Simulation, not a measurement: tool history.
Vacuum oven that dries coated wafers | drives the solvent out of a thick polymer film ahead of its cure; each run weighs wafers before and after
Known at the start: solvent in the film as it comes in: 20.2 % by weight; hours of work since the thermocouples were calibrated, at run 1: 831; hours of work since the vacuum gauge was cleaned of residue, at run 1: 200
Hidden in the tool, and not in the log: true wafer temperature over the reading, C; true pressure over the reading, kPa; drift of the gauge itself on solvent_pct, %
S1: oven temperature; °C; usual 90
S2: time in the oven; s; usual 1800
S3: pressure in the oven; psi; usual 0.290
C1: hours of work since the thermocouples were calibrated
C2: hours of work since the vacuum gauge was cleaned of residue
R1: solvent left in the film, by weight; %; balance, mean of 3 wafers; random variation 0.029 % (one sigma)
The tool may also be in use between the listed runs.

| run | hour | S1 | S2 | S3 | C1 | C2 | R1 |
|---|---|---|---|---|---|---|---|
| 1 | 0.0 | 90 | 1800 | 0.290 | 831 | 200 | 2.68 |
| 2 | 20.1 | 90 | 2460 | 0.290 | 846 | 214 | 1.55 |
| 3 | 46.1 | 90 | 2460 | 0.290 | 865 | 233 | 1.53 |
| 4 | 60.5 | 90 | 2460 | 0.290 | 875 | 244 | 1.57 |
| 5 | 91.5 | 90 | 1440 | 0.290 | 898 | 266 | 3.64 |
| 6 | 115.8 | 78 | 1440 | 0.290 | 916 | 284 | 8.40 |
| 7 | 135.9 | 78 | 1440 | 0.290 | 930 | 299 | 8.40 |
| 8 | 159.8 | 78 | 1440 | 0.290 | 948 | 316 | 8.36 |
| 9 | 184.6 | 78 | 1440 | 0.290 | 966 | 334 | 8.51 |
| 10 | 201.8 | 78 | 1440 | 0.290 | 978 | 347 | 8.39 |
| 11 | 214.9 | 78 | 1800 | 0.290 | 988 | 356 | 7.23 |
| 12 | 241.8 | 78 | 1800 | 0.290 | 1008 | 376 | 7.05 |
| 13 | 260.9 | 78 | 1800 | 0.290 | 1022 | 390 | 7.15 |
| 14 | 274.9 | 78 | 1800 | 0.264 | 1032 | 400 | 7.20 |
| 15 | 302.2 | 90 | 1800 | 0.709 | 1052 | 420 | 3.44 |
| 16 | 329.9 | 103 | 1800 | 0.303 | 1072 | 440 | 0.53 |
| 17 | 347.4 | 103 | 1800 | 0.303 | 1085 | 453 | 0.55 |
| 18 | 366.4 | 103 | 1800 | 0.303 | 1098 | 467 | 0.53 |
| 19 | 385.7 | 95 | 3060 | 0.817 | 1113 | 481 | 1.53 |
| 20 | 408.3 | 77 | 2400 | 0.908 | 1129 | 497 | 7.60 |
| 21 | 437.4 | 86 | 1800 | 0.769 | 1150 | 519 | 4.90 |
| 22 | 454.6 | 93 | 1800 | 0.769 | 1163 | 531 | 2.64 |
| 23 | 474.1 | 79 | 1800 | 0.310 | 1177 | 545 | 6.69 |
| 24 | 492.1 | 79 | 3120 | 0.310 | 1190 | 559 | 3.85 |
| 25 | 510.5 | 79 | 3120 | 0.310 | 1204 | 572 | 3.78 |
| 26 | 529.9 | 84 | 2760 | 0.310 | 1218 | 586 | 2.69 |

Forecast each of these 3 alternatives for the next run:
| A | 550.7 | 78 | 1080 | 0.290 | 1233 | 601 | ? |
| B | 550.7 | 90 | 1800 | 0.229 | 1233 | 601 | ? |
| C | 550.7 | 100 | 1500 | 0.313 | 1233 | 601 | ? |

| run | R1 |
|---|---|
| A | 9.81 |
| B | 2.52 |
| C | 1.10 |
Without the tool's hidden state the same runs would have given:
| run | R1 |
|---|---|
| A | 9.83 |
| B | 2.53 |
| C | 1.11 |
